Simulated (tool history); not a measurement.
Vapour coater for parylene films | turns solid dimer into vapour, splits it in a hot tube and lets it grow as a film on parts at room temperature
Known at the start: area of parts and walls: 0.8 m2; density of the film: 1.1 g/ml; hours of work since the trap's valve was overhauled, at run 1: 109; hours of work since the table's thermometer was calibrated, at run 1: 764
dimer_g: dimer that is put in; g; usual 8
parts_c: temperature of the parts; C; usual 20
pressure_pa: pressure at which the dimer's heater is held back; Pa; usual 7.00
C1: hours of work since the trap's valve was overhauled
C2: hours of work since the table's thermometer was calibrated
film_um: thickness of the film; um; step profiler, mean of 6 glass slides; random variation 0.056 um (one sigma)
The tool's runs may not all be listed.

Run 1, hour 0.0: usual settings; C1 109; C2 764. Result: film_um 6.06 um.
Run 2, hour 15.5: usual settings; C1 118; C2 773. Result: film_um 6.06 um.
Run 3, hour 47.2: usual settings but dimer_g 10 g; C1 138; C2 793. Result: film_um 7.56 um.
Run 4, hour 69.5: usual settings; C1 152; C2 807. Result: film_um 5.93 um.
Run 5, hour 97.0: usual settings; C1 169; C2 824. Result: film_um 5.90 um.
Run 6, hour 111.7: usual settings but parts_c 30 C; C1 179; C2 834. Result: film_um 4.07 um.
Run 7, hour 127.4: usual settings but dimer_g 12 g; C1 188; C2 843. Result: film_um 8.63 um.
Run 8, hour 146.7: usual settings but dimer_g 12 g; C1 200; C2 856. Result: film_um 8.72 um.
Run 9, hour 173.0: usual settings; C1 217; C2 872. Result: film_um 5.74 um.
Run 10, hour 193.9: usual settings but dimer_g 6 g, pressure_pa 11.39 Pa; C1 230; C2 885. Result: film_um 3.87 um.
Run 11, hour 221.1: usual settings but pressure_pa 5.12 Pa; C1 247; C2 902. Result: film_um 5.90 um.
At hour 227.2: trap's valve overhauled.
Run 12, hour 248.8: usual settings but pressure_pa 5.12 Pa; C1 14; C2 917. Result: film_um 6.92 um.
Run 13, hour 274.9: usual settings but parts_c 16 C, pressure_pa 11.26 Pa; C1 30; C2 933. Result: film_um 6.68 um.
Run 14, hour 303.7: usual settings but dimer_g 13 g; C1 48; C2 951. Result: film_um 10.28 um.
Run 15, hour 323.5: usual settings but dimer_g 3 g, pressure_pa 5.38 Pa; C1 60; C2 964. Result: film_um 2.50 um.
Run 16, hour 348.9: usual settings but dimer_g 3 g, pressure_pa 2.22 Pa; C1 76; C2 980. Result: film_um 2.99 um.
Run 17, hour 368.4: usual settings but dimer_g 3 g, pressure_pa 4.50 Pa; C1 88; C2 992. Result: film_um 2.59 um.

5 ways to go on from here, each from the tool as it stands after run 17. What would each give?
Run A, hour 397.4: usual settings but parts_c 19 C; C1 107; C2 1010. Result: film_um ?.
Run B, hour 397.4: usual settings but dimer_g 5 g, parts_c 21 C, pressure_pa 6.03 Pa; C1 107; C2 1010. Result: film_um ?.
Run C, hour 397.4: usual settings but dimer_g 7 g, parts_c 32 C, pressure_pa 4.50 Pa; C1 107; C2 1010. Result: film_um ?.
Run D, hour 397.4: usual settings but dimer_g 3 g, parts_c 18 C, pressure_pa 7.28 Pa; C1 107; C2 1010. Result: film_um ?.
Run E, hour 397.4: usual settings but dimer_g 6 g, pressure_pa 4.39 Pa; C1 107; C2 1010. Result: film_um ?.

run  film_um
  A     6.32
  B     3.83
  C     3.87
  D     2.47
  E     4.99
Without the tool's hidden state the same runs would have given:
run  film_um
  A     6.74
  B     4.08
  C     4.12
  D     2.64
  E     5.32
